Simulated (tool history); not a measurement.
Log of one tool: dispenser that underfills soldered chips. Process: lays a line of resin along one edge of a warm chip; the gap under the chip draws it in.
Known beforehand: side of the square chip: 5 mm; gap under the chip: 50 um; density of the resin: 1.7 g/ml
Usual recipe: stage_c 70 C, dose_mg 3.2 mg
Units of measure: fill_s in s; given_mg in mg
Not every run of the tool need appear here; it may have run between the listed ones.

Run 1, hour 0: usual settings. Result: fill_s 18.7 s, given_mg 3.141 mg.
Run 2, hour 8.5: usual settings but dose_mg 2.73 mg. Result: fill_s 28 s, given_mg 2.663 mg.
At hour 11.2: new syringe of resin.
At hour 24: new syringe of resin.
Run 3, hour 24: usual settings but dose_mg 2.73 mg. Result: fill_s 18.5 s, given_mg 2.665 mg.
At hour 36.6: new syringe of resin.
Run 4, hour 41.8: usual settings. Result: fill_s 21 s, given_mg 3.099 mg.
At hour 48: dispensing valve cleaned and set on the balance.
At hour 51: new syringe of resin.
Run 5, hour 58.9: usual settings. Result: fill_s 24.9 s, given_mg 3.189 mg.
At hour 63.6: new syringe of resin.
Run 6, hour 70.9: usual settings. Result: fill_s 22.8 s, given_mg 3.165 mg.
At hour 76: new syringe of resin.
At hour 88.4: new syringe of resin.
Run 7, hour 88.5: usual settings. Result: fill_s 17 s, given_mg 3.172 mg.
At hour 101.1: new syringe of resin.
Run 8, hour 104.8: usual settings. Result: fill_s 21 s, given_mg 3.148 mg.
At hour 114.5: new syringe of resin.
Run 9, hour 117.2: usual settings but stage_c 62 C. Result: fill_s 25.5 s, given_mg 3.149 mg.
At hour 126.6: new syringe of resin.
Run 10, hour 134.5: usual settings but stage_c 61 C. Result: fill_s 32.6 s, given_mg 3.125 mg.
At hour 140.2: new syringe of resin.
Run 11, hour 150.6: usual settings. Result: fill_s 27.1 s, given_mg 3.125 mg.
At hour 153.6: new syringe of resin.
Run 12, hour 161.9: usual settings. Result: fill_s 25.2 s, given_mg 3.118 mg.
At hour 166: new syringe of resin.
Run 13, hour 177: usual settings. Result: fill_s 28.8 s, given_mg 3.103 mg.
At hour 179.3: new syringe of resin.
At hour 180.3: dispensing valve cleaned and set on the balance.
Run 14, hour 185.8: usual settings but stage_c 64 C. Result: fill_s 27.1 s, given_mg 3.201 mg.
At hour 192.6: new syringe of resin.
Run 15, hour 195.1: usual settings but stage_c 64 C. Result: fill_s 24.4 s, given_mg 3.198 mg.
At hour 205.5: new syringe of resin.
Run 16, hour 207.8: usual settings but stage_c 64 C. Result: fill_s 23.4 s, given_mg 3.178 mg.
At hour 218.2: new syringe of resin.
Run 17, hour 224.6: usual settings but stage_c 64 C. Result: fill_s 28.2 s, given_mg 3.171 mg.
At hour 230.8: new syringe of resin.
Run 18, hour 237.9: usual settings but stage_c 64 C. Result: fill_s 30.5 s, given_mg 3.172 mg.
At hour 243.9: new syringe of resin.
Run 19, hour 254.7: usual settings but stage_c 78 C, dose_mg 2.75 mg. Result: fill_s 22.5 s, given_mg 2.697 mg.
At hour 256.2: new syringe of resin.
Run 20, hour 267.8: usual settings but stage_c 78 C, dose_mg 3.92 mg. Result: fill_s 23.4 s, given_mg 3.839 mg.
At hour 269.4: new syringe of resin.
Run 21, hour 277.8: usual settings but stage_c 69 C, dose_mg 3.43 mg. Result: fill_s 26.2 s, given_mg 3.356 mg.
At hour 282.3: new syringe of resin.
Run 22, hour 290.5: usual settings but stage_c 82 C, dose_mg 3.56 mg. Result: fill_s 17.8 s, given_mg 3.481 mg.
At hour 295.8: new syringe of resin.
Run 23, hour 302.7: usual settings but stage_c 76 C, dose_mg 3.4 mg. Result: fill_s 20.5 s, given_mg 3.308 mg.
At hour 309: new syringe of resin.
At hour 311.6: dispensing valve cleaned and set on the balance.
Run 24, hour 316.8: usual settings but stage_c 76 C, dose_mg 3.4 mg. Result: fill_s 19.9 s, given_mg 3.395 mg.
At hour 322.8: new syringe of resin.
Run 25, hour 330.6: usual settings but stage_c 55 C, dose_mg 3.96 mg. Result: fill_s 40 s, given_mg 3.947 mg.
At hour 336.1: new syringe of resin.
Run 26, hour 340.7: usual settings but stage_c 58 C, dose_mg 3.87 mg. Result: fill_s 32.1 s, given_mg 3.837 mg.
At hour 348.5: new syringe of resin.
Run 27, hour 351.7: usual settings but stage_c 58 C, dose_mg 3.87 mg. Result: fill_s 30.4 s, given_mg 3.825 mg.
At hour 361.2: new syringe of resin.
Run 28, hour 363.4: usual settings but stage_c 58 C, dose_mg 3.87 mg. Result: fill_s 30 s, given_mg 3.828 mg.

What would each run have given without the hidden state, its run-to-run variation left as it was?
Hidden conditions of the tool in this case: resin's viscosity, % of fresh resin's; dose that the valve gives, % of what is set; true chip temperature over the reading, C; drift of the gauge itself on fill_s, %; drift of the gauge itself on given_mg, %.
run  fill_s  given_mg
  1    16.4     3.203
  2    17.3     2.721
  3    17.3     2.733
  4    15.9     3.193
  5    16.7       3.2
  6    16.1     3.185
  7    15.9     3.206
  8    16.6     3.193
  9    20.9     3.203
 10    21.5     3.191
 11    16.4     3.205
 12    16.3     3.205
 13    16.5     3.202
 14    19.6       3.2
 15    20.3     3.203
 16    19.5     3.194
 17    19.8       3.2
 18    20.5      3.21
 19    13.4     2.741
 20    13.1     3.913
 21    16.8     3.429
 22    11.5     3.566
 23      14     3.398
 24    13.7     3.394
 25    25.5     3.959
 26    23.6     3.858
 27    23.6     3.855
 28      24     3.868
